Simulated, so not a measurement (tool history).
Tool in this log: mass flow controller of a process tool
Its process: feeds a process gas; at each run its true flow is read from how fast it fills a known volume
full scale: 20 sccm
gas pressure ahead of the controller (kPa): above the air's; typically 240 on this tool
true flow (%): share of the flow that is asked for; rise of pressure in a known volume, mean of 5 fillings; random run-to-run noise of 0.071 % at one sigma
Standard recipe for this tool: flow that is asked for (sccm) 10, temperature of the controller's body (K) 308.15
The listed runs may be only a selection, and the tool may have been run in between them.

run	hour	flow that is asked for (sccm)	gas pressure ahead of the controller (kPa)	temperature of the controller's body (K)	true flow (%)
1	0.0	10	240	308.15	96.32
2	352.8	10	240	308.15	96.33
3	770.8	10	240	308.15	96.14
4	1187.5	10	157	308.15	96.70
5	1492.9	10	240	308.15	96.35
6	1808.2	5	240	308.15	96.63
7	2086.1	5	240	308.15	96.56
# hour 2262.2: controller exchanged for a calibrated one
8	2528.6	5	240	308.15	98.85
9	2843.4	5	240	308.15	98.77
10	3186.9	5	240	308.15	99.00
11	3666.1	5	240	308.15	99.10
12	3965.2	5	240	308.15	99.11
13	4325.3	17	240	308.15	100.21
14	4790.4	17	240	308.15	100.17
15	5148.4	4	240	308.15	99.43
16	5546.2	4	240	308.15	99.70
17	5831.6	12	240	308.15	99.64
18	6148.9	10	240	308.15	99.55
# hour 6187.7: controller's zero set anew
19	6657.6	10	240	308.15	99.67
20	6911.7	10	240	308.15	99.68
21	7349.9	10	197	308.15	99.91
# hour 7747.7: controller's zero set anew, once more
22	7747.7	10	240	293.15	97.06
23	8275.5	20	240	293.15	98.21
24	8509.2	20	240	293.15	98.29
25	8862.6	4	163	308.15	98.27
26	9115.7	20	240	308.15	99.56
27	9655.9	18	154	301.15	98.94
28	9968.1	3	205	295.15	97.42
29	10461.3	3	205	295.15	97.63
30	10803.3	3	205	295.15	97.76
31	11345.3	6	151	300.15	97.90
32	11747.5	4	240	308.15	98.85
33	12084.7	6	165	298.15	97.80
34	12611.3	4	168	308.15	99.34
35	13081.5	4	168	308.15	99.48
36	13501.9	4	223	297.15	98.33
37	13925.9	7	240	308.15	98.54
38	14373.4	7	240	308.15	98.50
39	14614.9	7	225	308.15	98.50
40	14939.6	7	150	308.15	98.88
41	15283.1	7	150	308.15	98.94
42	15778.4	3	227	298.15	100.10
# hour 15890.4: controller's zero set anew
43	16306.7	6	251	308.15	96.47
44	16679.0	6	193	308.15	96.74
45	17063.3	6	193	308.15	96.59
46	17479.2	4	165	297.15	95.79
47	17834.8	4	165	297.15	95.80

Results for each run, recomputed without the tool's hidden state and with each run's random variation untouched:
Hidden state present: flow at rest that the sensor doesn't see, % of full scale; true flow over the shown one, %; drift of the gauge itself on true_pct, %.
run	true flow (%)
1	99.58
2	99.59
3	99.39
4	99.96
5	99.61
6	99.03
7	98.92
8	98.87
9	98.74
10	98.92
11	98.93
12	98.88
13	100.47
14	100.45
15	98.71
16	98.86
17	99.85
18	99.65
19	99.52
20	99.53
21	99.77
22	98.14
23	99.36
24	99.48
25	98.98
26	100.81
27	100.22
28	97.50
29	97.51
30	97.49
31	98.56
32	98.81
33	98.36
34	99.05
35	99.07
36	97.82
37	99.17
38	99.12
39	99.10
40	99.46
41	99.49
42	97.74
43	99.05
44	99.28
45	99.07
46	97.94
47	97.83
